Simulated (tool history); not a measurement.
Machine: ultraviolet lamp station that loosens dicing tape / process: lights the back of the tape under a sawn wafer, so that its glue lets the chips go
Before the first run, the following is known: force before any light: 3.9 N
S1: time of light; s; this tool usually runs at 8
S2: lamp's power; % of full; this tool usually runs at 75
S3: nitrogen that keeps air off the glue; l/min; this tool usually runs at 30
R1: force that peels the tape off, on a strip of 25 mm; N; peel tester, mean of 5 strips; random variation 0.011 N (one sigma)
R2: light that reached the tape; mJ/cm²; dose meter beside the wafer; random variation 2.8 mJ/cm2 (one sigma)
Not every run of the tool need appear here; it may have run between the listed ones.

| run | hour | S1 | S2 | S3 | R1 | R2 |
|---|---|---|---|---|---|---|
| 1 | 0.0 | 8 | 75 | 30 | 0.606 | 354 |
| 2 | 11.0 | 8 | 75 | 30 | 0.599 | 353 |
| 3 | 24.8 | 8 | 75 | 30 | 0.604 | 351 |
| 4 | 38.3 | 8 | 75 | 30 | 0.602 | 346 |
| 5 | 49.8 | 8 | 75 | 30 | 0.574 | 349 |
| 6 | 58.7 | 8 | 75 | 30 | 0.621 | 350 |
| 7 | 71.3 | 8 | 75 | 30 | 0.624 | 352 |
| 8 | 90.1 | 8 | 75 | 30 | 0.634 | 348 |
| 9 | 102.5 | 8 | 75 | 14 | 0.757 | 342 |
| 10 | 122.4 | 8 | 75 | 14 | 0.781 | 344 |
| 11 | 134.9 | 10 | 67 | 13 | 0.680 | 384 |
| 12 | 151.4 | 8 | 61 | 51 | 0.767 | 280 |
|  | 153.5 | window cleaned of glue's vapour |
| 13 | 169.5 | 4 | 87 | 33 | 1.258 | 194 |
| 14 | 183.5 | 4 | 87 | 33 | 1.261 | 189 |
| 15 | 202.3 | 14 | 68 | 31 | 0.320 | 528 |
| 16 | 212.2 | 14 | 68 | 31 | 0.333 | 524 |
|  | 216.4 | window cleaned of glue's vapour, once more |
| 17 | 232.3 | 14 | 87 | 30 | 0.233 | 711 |
| 18 | 248.6 | 8 | 75 | 11 | 0.795 | 351 |

Predict each of these 4 candidate next runs independently; none follows another, all start after run 18:
| A | 257.3 | 10 | 75 | 11 | ? | ? |
| B | 257.3 | 10 | 88 | 26 | ? | ? |
| C | 257.3 | 8 | 91 | 57 | ? | ? |
| D | 257.3 | 10 | 77 | 38 | ? | ? |

| run | R1 | R2 |
|---|---|---|
| A | 0.605 | 435 |
| B | 0.343 | 512 |
| C | 0.383 | 424 |
| D | 0.382 | 450 |
What these runs would have given with no unlogged condition in the tool:
| run | R1 | R2 |
|---|---|---|
| A | 0.509 | 488 |
| B | 0.292 | 574 |
| C | 0.323 | 476 |
| D | 0.322 | 505 |
